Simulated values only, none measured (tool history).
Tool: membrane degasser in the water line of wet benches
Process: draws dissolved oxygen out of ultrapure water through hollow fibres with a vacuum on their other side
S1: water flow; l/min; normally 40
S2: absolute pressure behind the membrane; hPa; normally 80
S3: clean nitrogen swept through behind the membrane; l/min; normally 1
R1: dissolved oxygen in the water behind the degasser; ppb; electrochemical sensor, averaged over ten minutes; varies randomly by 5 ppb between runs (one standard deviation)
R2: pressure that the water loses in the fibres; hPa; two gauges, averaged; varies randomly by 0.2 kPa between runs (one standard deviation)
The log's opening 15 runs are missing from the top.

run    hour  S1     S2    S3      R1     R2
 16   701.7  40     80  0.46   815.8  456.6
 17   733.2  40  109.1  0.46  1163.1  452.7
 18   794.8  40     80  1.12   510.2  455.1
 19   843.2  40     80  1.12   506.3  452.7
 20   898.1  40     80  1.12   506.1  461.4
 21   954.5  40     80  1.12   511.1  455.9
 22   989.1  43   99.5  0.48  1075.8    495
 23  1046.6  43   99.5  0.48  1102.5  493.1
 24  1097.8  43   99.5  0.48  1099.4  491.1
 25  1146.3  46     80  1.21   577.7  530.7
 26  1200.1  62     80     1     881    708
 27  1243.4  27   54.4   0.9   226.9  309.3
 28  1310.9  40   52.6     1   353.7  460.9
 29  1381.2  40   52.6     1     344  461.4
 30  1417.8  39  120.6     1     816  446.7
 31  1473.1  40  186.8  1.34  1030.8  459.8
 32  1525.3  40  186.8  1.34  1038.2  459.6

Branching from run 32: 4 alternative next runs. What would each branch give?
  A  1567.9  40  111.3  1.34   ?   ?
  B  1567.9  64  186.8  1.34   ?   ?
  C  1567.9  36  136.6  0.73   ?   ?
  D  1567.9  59   49.3  2.58   ?   ?

run      R1     R2
  A   650.9  462.6
  B  1557.2  739.6
  C  1034.3  414.6
  D   432.7  680.8
Had the tool no hidden state, the same runs would have come out as:
run      R1     R2
  A     605  446.8
  B  1497.1  714.3
  C   984.5  400.3
  D   376.2  657.5

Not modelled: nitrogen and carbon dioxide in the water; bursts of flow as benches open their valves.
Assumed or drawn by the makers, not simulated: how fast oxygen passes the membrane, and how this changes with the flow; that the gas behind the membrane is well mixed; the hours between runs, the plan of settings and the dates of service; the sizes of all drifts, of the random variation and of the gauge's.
